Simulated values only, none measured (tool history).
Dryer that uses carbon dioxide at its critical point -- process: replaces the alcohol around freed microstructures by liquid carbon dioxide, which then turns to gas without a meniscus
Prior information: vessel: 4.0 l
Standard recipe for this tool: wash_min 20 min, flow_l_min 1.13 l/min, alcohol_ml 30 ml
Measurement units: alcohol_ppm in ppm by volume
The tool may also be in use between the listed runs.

run     day  wash_min  flow_l_min  alcohol_ml  alcohol_ppm
  1       0        20        1.13          30           54
  2   0.254        20        1.13          30           69
  3   0.621        20        1.13          30           68
  4   0.962        20        0.68          30          382
  5   1.283        20        1.13          30           71
  6     1.6        20        1.13          96          172
  7   2.162        20        1.13          56          120
  8   2.488        17        1.13          56          232
  9   2.862        17        1.13          56          241
 10   3.238        17        1.13          56          240
 11   3.796        23        1.13          30           53
 12   4.179        23        1.13          30           52
 13     4.5        23        1.13          30           53
 14   4.775        20        1.13          30           83
 15   5.308        20        1.13          30           99
 16   5.679        23        0.96          81          232
 17   5.954        14        0.98         113         1679
 18   6.512        14        0.98         113         1646
 19   6.883        13        1.85         113          248
 20   7.312        13        1.85         113          264
 21   7.788        13        1.35          44          356
 22   8.196        22        1.13         113          225
 23   8.667        20        1.32          30           81
 24   9.162        20        1.13          22           89
 25   9.729        20        1.13          22           89
 26  10.212        25        1.08          30           93
 27  10.579        25        1.08          30           82

Consider 3 possible next runs. They are alternatives, not a sequence: every one starts from the tool as it was left by run 27. What does each give?
  A  10.933        14        1.13          30            ?
  B  10.933        19        1.08          30            ?
  C  10.933        14        1.08          93            ?

run  alcohol_ppm
  A          385
  B          180
  C         1277
Take away the tool's hidden state, keep each run's random variation, and the runs would have read:
run  alcohol_ppm
  A          217
  B           80
  C          780
